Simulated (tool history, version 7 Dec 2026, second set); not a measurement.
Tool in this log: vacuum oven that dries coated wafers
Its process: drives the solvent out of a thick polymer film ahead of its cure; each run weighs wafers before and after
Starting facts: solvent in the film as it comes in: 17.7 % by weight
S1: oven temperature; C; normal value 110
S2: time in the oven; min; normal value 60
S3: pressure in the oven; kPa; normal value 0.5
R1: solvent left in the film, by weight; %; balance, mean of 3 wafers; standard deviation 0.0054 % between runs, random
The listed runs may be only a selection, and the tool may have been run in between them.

run   hour   S1   S2     S3     R1
  1      0  110   60    0.5  1.255
  2   32.5  116   60    0.5  0.565
  3   58.4  116   60    0.5  0.568
  4   78.5  120   60    0.5  0.333
  5  116.7  110   60  1.886  1.942
  6  143.7  110   60  0.357  1.178
  7  167.8  110   60  1.717  1.851
  8    198  118   60    0.5  0.434
  9  234.5   96   60    0.5    4.8
 10    272  117   60    0.5   0.49
 11  297.4  117   60    0.5  0.497
 12  328.8  110   80    0.5  0.677
 13  346.4  110   60  0.839  1.408
 14  380.1  110   60  0.839  1.407
 15  411.7  110   60  0.839  1.394
 16    445  124  107    0.5  0.194
 17  475.9  124  107    0.5  0.179
 18  501.2  124  107    0.5  0.191
 19  523.8  117   60  0.692  0.568
 20    558  117   60  0.692  0.572
 21  583.4  110   51  0.338  1.606
 22  604.1  110   54    0.5  1.504
 23  628.7  102   39  1.223  5.382
 24  653.2  104   60  0.424  2.361
 25  672.6   95   87    0.5  3.259
 26  710.4  114   90  0.653  0.421
 27  738.2  107   44  0.743  3.035

Branching from run 27: 3 alternative next runs. What would each branch give?
  A  764.6  110  38    0.5   ?
  B  764.6  107  48  0.743   ?
  C  764.6  105  60    0.4   ?

run     R1
  A  2.776
  B  2.668
  C  2.108
Stripped of hidden state, with their random variation kept, the same runs would have yielded:
run     R1
  A  2.997
  B  2.879
  C   2.29

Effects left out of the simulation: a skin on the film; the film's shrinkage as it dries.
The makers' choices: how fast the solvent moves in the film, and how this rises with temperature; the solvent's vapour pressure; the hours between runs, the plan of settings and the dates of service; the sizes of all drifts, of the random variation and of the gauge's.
